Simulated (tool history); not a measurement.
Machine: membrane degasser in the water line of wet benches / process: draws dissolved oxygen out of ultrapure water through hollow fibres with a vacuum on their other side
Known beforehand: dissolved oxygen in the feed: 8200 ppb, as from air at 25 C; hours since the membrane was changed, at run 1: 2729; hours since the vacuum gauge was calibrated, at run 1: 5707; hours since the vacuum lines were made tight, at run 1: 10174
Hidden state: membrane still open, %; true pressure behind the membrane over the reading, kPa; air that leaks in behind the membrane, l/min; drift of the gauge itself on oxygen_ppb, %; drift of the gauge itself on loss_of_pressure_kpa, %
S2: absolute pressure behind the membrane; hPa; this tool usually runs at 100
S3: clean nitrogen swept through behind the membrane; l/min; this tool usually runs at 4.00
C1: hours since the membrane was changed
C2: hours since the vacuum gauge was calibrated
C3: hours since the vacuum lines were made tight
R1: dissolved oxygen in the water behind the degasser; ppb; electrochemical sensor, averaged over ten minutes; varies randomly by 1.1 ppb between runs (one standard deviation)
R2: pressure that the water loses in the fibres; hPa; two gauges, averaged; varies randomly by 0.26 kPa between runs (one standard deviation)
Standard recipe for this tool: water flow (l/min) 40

run 1 hour=0.0 | water_flow_(l/min)=40 S2=100 S3=4.00 | C1=2729 C2=5707 C3=10174 | R1=170.6 R2=707.3
run 2 hour=100.4 | water_flow_(l/min)=40 S2=100 S3=4.00 | C1=2830 C2=5808 C3=10275 | R1=169.5 R2=712.3
run 3 hour=235.3 | water_flow_(l/min)=40 S2=100 S3=4.00 | C1=2965 C2=5943 C3=10410 | R1=168.5 R2=708.5
run 4 hour=293.2 | water_flow_(l/min)=40 S2=100 S3=5.10 | C1=3023 C2=6000 C3=10467 | R1=139.4 R2=707.3
run 5 hour=386.8 | water_flow_(l/min)=40 S2=100 S3=5.10 | C1=3116 C2=6094 C3=10561 | R1=139.4 R2=713.2
run 6 hour=513.7 | water_flow_(l/min)=40 S2=100 S3=5.10 | C1=3243 C2=6221 C3=10688 | R1=137.4 R2=711.2
run 7 hour=614.2 | water_flow_(l/min)=40 S2=100 S3=4.00 | C1=3343 C2=6321 C3=10788 | R1=170.2 R2=714.6
run 8 hour=680.8 | water_flow_(l/min)=40 S2=100 S3=4.00 | C1=3410 C2=6388 C3=10855 | R1=172.0 R2=712.4
run 9 hour=786.8 | water_flow_(l/min)=40 S2=100 S3=4.00 | C1=3516 C2=6494 C3=10961 | R1=169.9 R2=711.3
run 10 hour=878.1 | water_flow_(l/min)=40 S2=100 S3=4.00 | C1=3607 C2=6585 C3=11052 | R1=169.6 R2=712.0
run 11 hour=950.9 | water_flow_(l/min)=40 S2=100 S3=2.65 | C1=3680 C2=6658 C3=11125 | R1=244.7 R2=712.8
run 12 hour=1022.2 | water_flow_(l/min)=40 S2=100 S3=4.00 | C1=3752 C2=6729 C3=11196 | R1=172.4 R2=716.6
run 13 hour=1125.9 | water_flow_(l/min)=40 S2=100 S3=4.00 | C1=3855 C2=6833 C3=11300 | R1=170.6 R2=715.6
run 14 hour=1191.8 | water_flow_(l/min)=40 S2=100 S3=4.74 | C1=3921 C2=6899 C3=11366 | R1=148.3 R2=723.2
run 15 hour=1307.7 | water_flow_(l/min)=40 S2=100 S3=3.18 | C1=4037 C2=7015 C3=11482 | R1=210.7 R2=723.3
run 16 hour=1389.1 | water_flow_(l/min)=40 S2=100 S3=3.18 | C1=4118 C2=7096 C3=11563 | R1=209.1 R2=718.0
run 17 hour=1462.7 | water_flow_(l/min)=43 S2=100 S3=1.87 | C1=4192 C2=7170 C3=11637 | R1=350.4 R2=771.1
run 18 hour=1553.1 | water_flow_(l/min)=36 S2=100 S3=1.74 | C1=4282 C2=7260 C3=11727 | R1=316.6 R2=643.2
run 19 hour=1629.6 | water_flow_(l/min)=36 S2=100 S3=1.74 | C1=4359 C2=7337 C3=11804 | R1=313.4 R2=647.1
-- hour=1692.0 seals of the vacuum lines changed
run 20 hour=1732.8 | water_flow_(l/min)=40 S2=155 S3=4.00 | C1=4460 C2=7438 C3=41 | R1=290.5 R2=716.1
run 21 hour=1828.4 | water_flow_(l/min)=40 S2=155 S3=4.00 | C1=4556 C2=7534 C3=136 | R1=291.6 R2=717.0
run 22 hour=1967.3 | water_flow_(l/min)=25 S2=100 S3=4.00 | C1=4695 C2=7673 C3=275 | R1=106.1 R2=450.5
run 23 hour=2026.9 | water_flow_(l/min)=25 S2=100 S3=4.00 | C1=4754 C2=7732 C3=335 | R1=106.1 R2=451.6
run 24 hour=2089.0 | water_flow_(l/min)=25 S2=100 S3=4.00 | C1=4816 C2=7794 C3=397 | R1=105.8 R2=449.3
run 25 hour=2175.9 | water_flow_(l/min)=25 S2=100 S3=4.00 | C1=4903 C2=7881 C3=484 | R1=105.6 R2=449.2
run 26 hour=2294.1 | water_flow_(l/min)=39 S2=92 S3=9.91 | C1=5021 C2=7999 C3=602 | R1=68.0 R2=702.5
run 27 hour=2362.3 | water_flow_(l/min)=54 S2=100 S3=10.95 | C1=5090 C2=8068 C3=670 | R1=100.1 R2=967.3
-- hour=2429.5 vacuum gauge calibrated
run 28 hour=2465.0 | water_flow_(l/min)=40 S2=171 S3=4.00 | C1=5192 C2=36 C3=773 | R1=325.6 R2=722.0
run 29 hour=2551.6 | water_flow_(l/min)=51 S2=221 S3=7.15 | C1=5278 C2=122 C3=859 | R1=332.0 R2=917.4
run 30 hour=2673.4 | water_flow_(l/min)=51 S2=221 S3=7.95 | C1=5400 C2=244 C3=981 | R1=299.9 R2=915.0
run 31 hour=2792.8 | water_flow_(l/min)=51 S2=221 S3=7.95 | C1=5520 C2=363 C3=1100 | R1=302.4 R2=916.8

Measured minus without-hidden-state, run by run (identical run-to-run variation in each term; gauge scatter may differ):
run=1 R1=+5.0 R2=+11.9
run=2 R1=+5.0 R2=+12.4
run=3 R1=+5.0 R2=+13.0
run=4 R1=+4.6 R2=+13.3
run=5 R1=+4.6 R2=+13.7
run=6 R1=+4.7 R2=+14.4
run=7 R1=+5.4 R2=+14.7
run=8 R1=+5.6 R2=+15.0
run=9 R1=+5.6 R2=+15.5
run=10 R1=+5.6 R2=+15.9
run=11 R1=+7.1 R2=+16.2
run=12 R1=+5.9 R2=+16.6
run=13 R1=+5.9 R2=+17.1
run=14 R1=+5.5 R2=+17.6
run=15 R1=+6.9 R2=+18.0
run=16 R1=+6.9 R2=+18.3
run=17 R1=+9.0 R2=+20.1
run=18 R1=+8.8 R2=+17.1
run=19 R1=+8.9 R2=+17.4
run=20 R1=+3.6 R2=+19.7
run=21 R1=+3.7 R2=+20.1
run=22 R1=+2.1 R2=+13.0
run=23 R1=+2.2 R2=+13.2
run=24 R1=+2.2 R2=+13.4
run=25 R1=+2.3 R2=+13.6
run=26 R1=+2.8 R2=+21.7
run=27 R1=+4.5 R2=+30.4
run=28 R1=+3.5 R2=+23.2
run=29 R1=+4.3 R2=+30.0
run=30 R1=+4.3 R2=+30.6
run=31 R1=+4.5 R2=+31.3
